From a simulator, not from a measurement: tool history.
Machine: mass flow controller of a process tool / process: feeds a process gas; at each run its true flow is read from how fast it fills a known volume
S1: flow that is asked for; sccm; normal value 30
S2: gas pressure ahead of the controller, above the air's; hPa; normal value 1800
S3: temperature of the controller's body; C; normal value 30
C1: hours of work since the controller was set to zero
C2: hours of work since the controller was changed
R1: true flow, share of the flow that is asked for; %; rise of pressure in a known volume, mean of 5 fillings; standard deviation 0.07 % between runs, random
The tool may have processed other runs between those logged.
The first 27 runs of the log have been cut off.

Run 28, hour 5073.5: usual settings but S1 14 sccm, S2 1460 hPa, S3 22 C; C1 874; C2 5756. Result: R1 98.06 %.
Run 29, hour 5188.8: usual settings but S1 14 sccm, S2 1460 hPa, S3 22 C; C1 928; C2 5810. Result: R1 97.97 %.
Run 30, hour 5378.3: usual settings but S1 14 sccm, S2 1460 hPa, S3 22 C; C1 1017; C2 5900. Result: R1 98.07 %.
Run 31, hour 5496.0: usual settings but S1 52 sccm, S2 1750 hPa; C1 1073; C2 5955. Result: R1 99.48 %.
Run 32, hour 5673.1: usual settings but S1 52 sccm, S2 1750 hPa; C1 1156; C2 6039. Result: R1 99.49 %.
Run 33, hour 5821.5: usual settings but S1 52 sccm, S2 1750 hPa; C1 1226; C2 6109. Result: R1 99.31 %.
Run 34, hour 6008.7: usual settings but S1 52 sccm, S2 1750 hPa; C1 1315; C2 6197. Result: R1 99.47 %.
Run 35, hour 6175.8: usual settings but S1 52 sccm, S2 2070 hPa, S3 22 C; C1 1393; C2 6276. Result: R1 98.92 %.
Run 36, hour 6308.7: usual settings but S1 52 sccm, S2 2070 hPa, S3 22 C; C1 1456; C2 6338. Result: R1 99.02 %.
Run 37, hour 6529.9: usual settings but S1 88 sccm, S2 2290 hPa, S3 26 C; C1 1560; C2 6443. Result: R1 100.01 %.
Run 38, hour 6696.6: usual settings but S1 88 sccm, S2 2290 hPa, S3 26 C; C1 1639; C2 6521. Result: R1 100.01 %.
Run 39, hour 6897.7: usual settings but S3 31 C; C1 1734; C2 6616. Result: R1 99.01 %.
Run 40, hour 7129.5: usual settings but S1 16 sccm; C1 1843; C2 6725. Result: R1 98.69 %.
Run 41, hour 7307.4: usual settings but S1 79 sccm, S3 28 C; C1 1927; C2 6809. Result: R1 100.29 %.
Run 42, hour 7432.4: usual settings but S1 35 sccm, S2 2560 hPa, S3 32 C; C1 1986; C2 6868. Result: R1 99.18 %.
Run 43, hour 7539.7: usual settings but S1 35 sccm, S2 2560 hPa, S3 32 C; C1 2036; C2 6919. Result: R1 99.10 %.

5 options for the next run, each taken on its own from the tool as it stands now. Forecast them:
Run A, hour 7658.7: usual settings but S1 25 sccm, S2 2080 hPa, S3 38 C; C1 2093; C2 6975. Result: R1 ?.
Run B, hour 7658.7: usual settings but S1 20 sccm, S2 1750 hPa, S3 32 C; C1 2093; C2 6975. Result: R1 ?.
Run C, hour 7658.7: usual settings but S1 53 sccm, S2 1690 hPa; C1 2093; C2 6975. Result: R1 ?.
Run D, hour 7658.7: usual settings but S1 25 sccm, S2 1760 hPa; C1 2093; C2 6975. Result: R1 ?.
Run E, hour 7658.7: usual settings but S1 71 sccm, S2 1720 hPa, S3 39 C; C1 2093; C2 6975. Result: R1 ?.

run      R1
  A   99.36
  B   98.99
  C   99.79
  D   99.01
  E  100.68
Had the tool no hidden state, the same runs would have come out as:
run      R1
  A   98.86
  B   98.51
  C   99.28
  D   98.52
  E  100.17
